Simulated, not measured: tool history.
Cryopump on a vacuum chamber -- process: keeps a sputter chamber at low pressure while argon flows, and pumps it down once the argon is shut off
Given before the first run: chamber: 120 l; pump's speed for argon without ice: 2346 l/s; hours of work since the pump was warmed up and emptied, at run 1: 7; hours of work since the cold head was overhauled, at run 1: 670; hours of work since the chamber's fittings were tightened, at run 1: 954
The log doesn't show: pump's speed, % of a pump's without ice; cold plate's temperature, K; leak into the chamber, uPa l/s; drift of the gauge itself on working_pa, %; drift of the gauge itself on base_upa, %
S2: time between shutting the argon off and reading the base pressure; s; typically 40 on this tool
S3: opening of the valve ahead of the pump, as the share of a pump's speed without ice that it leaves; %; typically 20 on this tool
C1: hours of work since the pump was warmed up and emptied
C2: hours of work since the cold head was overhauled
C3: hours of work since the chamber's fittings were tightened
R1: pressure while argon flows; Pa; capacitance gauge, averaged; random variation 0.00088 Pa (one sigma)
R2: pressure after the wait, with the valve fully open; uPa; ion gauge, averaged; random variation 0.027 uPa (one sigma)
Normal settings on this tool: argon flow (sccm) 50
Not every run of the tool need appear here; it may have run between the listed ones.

run 1 hour=0.0 | argon_flow_(sccm)=50 S2=40 S3=20 | C1=7 C2=670 C3=954 | R1=0.1807 R2=1.97
run 2 hour=55.9 | argon_flow_(sccm)=50 S2=40 S3=20 | C1=31 C2=693 C3=978 | R1=0.1804 R2=1.96
run 3 hour=117.0 | argon_flow_(sccm)=50 S2=40 S3=20 | C1=56 C2=719 C3=1003 | R1=0.1812 R2=2.02
run 4 hour=174.9 | argon_flow_(sccm)=50 S2=40 S3=27 | C1=81 C2=743 C3=1028 | R1=0.1340 R2=2.01
run 5 hour=208.7 | argon_flow_(sccm)=50 S2=40 S3=33 | C1=95 C2=757 C3=1042 | R1=0.1118 R2=2.00
run 6 hour=268.4 | argon_flow_(sccm)=50 S2=40 S3=33 | C1=120 C2=782 C3=1067 | R1=0.1120 R2=2.05
run 7 hour=327.8 | argon_flow_(sccm)=50 S2=40 S3=20 | C1=145 C2=807 C3=1092 | R1=0.1828 R2=2.11
run 8 hour=373.9 | argon_flow_(sccm)=50 S2=31 S3=20 | C1=164 C2=826 C3=1111 | R1=0.1824 R2=2.41
run 9 hour=416.4 | argon_flow_(sccm)=50 S2=31 S3=20 | C1=182 C2=844 C3=1129 | R1=0.1824 R2=2.32
-- hour=452.1 leaking fittings of the chamber tightened, without venting
run 10 hour=475.2 | argon_flow_(sccm)=50 S2=31 S3=20 | C1=205 C2=868 C3=10 | R1=0.1839 R2=1.64
run 11 hour=521.2 | argon_flow_(sccm)=37 S2=40 S3=20 | C1=225 C2=887 C3=29 | R1=0.1362 R2=1.27
run 12 hour=569.8 | argon_flow_(sccm)=50 S2=40 S3=20 | C1=245 C2=908 C3=49 | R1=0.1838 R2=1.33
run 13 hour=631.6 | argon_flow_(sccm)=50 S2=40 S3=20 | C1=271 C2=934 C3=75 | R1=0.1866 R2=1.32
run 14 hour=663.5 | argon_flow_(sccm)=50 S2=40 S3=20 | C1=284 C2=947 C3=89 | R1=0.1856 R2=1.35
run 15 hour=712.2 | argon_flow_(sccm)=50 S2=40 S3=20 | C1=305 C2=967 C3=109 | R1=0.1867 R2=1.40
run 16 hour=748.6 | argon_flow_(sccm)=50 S2=40 S3=20 | C1=320 C2=983 C3=124 | R1=0.1852 R2=1.40
run 17 hour=774.2 | argon_flow_(sccm)=70 S2=115 S3=20 | C1=331 C2=993 C3=135 | R1=0.2603 R2=0.73
run 18 hour=805.9 | argon_flow_(sccm)=72 S2=40 S3=56 | C1=344 C2=1007 C3=148 | R1=0.1018 R2=1.39
run 19 hour=846.7 | argon_flow_(sccm)=72 S2=40 S3=56 | C1=361 C2=1024 C3=165 | R1=0.1030 R2=1.47
run 20 hour=880.5 | argon_flow_(sccm)=72 S2=40 S3=56 | C1=375 C2=1038 C3=179 | R1=0.1029 R2=1.48
run 21 hour=935.7 | argon_flow_(sccm)=36 S2=40 S3=32 | C1=398 C2=1061 C3=202 | R1=0.0868 R2=1.51
run 22 hour=987.3 | argon_flow_(sccm)=36 S2=40 S3=32 | C1=420 C2=1082 C3=224 | R1=0.0867 R2=1.52
run 23 hour=1021.0 | argon_flow_(sccm)=50 S2=40 S3=43 | C1=434 C2=1097 C3=238 | R1=0.0921 R2=1.49
run 24 hour=1060.2 | argon_flow_(sccm)=49 S2=125 S3=16 | C1=450 C2=1113 C3=255 | R1=0.2285 R2=0.78
run 25 hour=1121.6 | argon_flow_(sccm)=32 S2=32 S3=34 | C1=476 C2=1139 C3=280 | R1=0.0738 R2=1.89
run 26 hour=1169.3 | argon_flow_(sccm)=44 S2=32 S3=44 | C1=496 C2=1159 C3=300 | R1=0.0822 R2=1.87
run 27 hour=1230.8 | argon_flow_(sccm)=44 S2=32 S3=44 | C1=522 C2=1184 C3=326 | R1=0.0809 R2=1.91
run 28 hour=1285.7 | argon_flow_(sccm)=28 S2=105 S3=28 | C1=545 C2=1207 C3=349 | R1=0.0786 R2=0.93
run 29 hour=1322.9 | argon_flow_(sccm)=25 S2=65 S3=20 | C1=560 C2=1223 C3=365 | R1=0.0961 R2=1.20
run 30 hour=1352.4 | argon_flow_(sccm)=38 S2=115 S3=20 | C1=573 C2=1235 C3=377 | R1=0.1457 R2=0.93
run 31 hour=1383.5 | argon_flow_(sccm)=38 S2=115 S3=20 | C1=586 C2=1248 C3=390 | R1=0.1462 R2=1.00

3 options for the next run, each taken on its own from the tool as it stands now. Forecast them:
run A hour=1423.8 | argon_flow_(sccm)=57 S2=129 S3=20 | C1=603 C2=1265 C3=407 | R1=? R2=?
run B hour=1423.8 | argon_flow_(sccm)=64 S2=115 S3=20 | C1=603 C2=1265 C3=407 | R1=? R2=?
run C hour=1423.8 | argon_flow_(sccm)=38 S2=42 S3=20 | C1=603 C2=1265 C3=407 | R1=? R2=?

run=A R1=0.2189 R2=0.94
run=B R1=0.2453 R2=0.97
run=C R1=0.1457 R2=1.64
The same runs, with their run-to-run variation unchanged, on a tool lacking any hidden condition would have given:
run=A R1=0.2049 R2=0.46
run=B R1=0.2296 R2=0.50
run=C R1=0.1364 R2=1.18
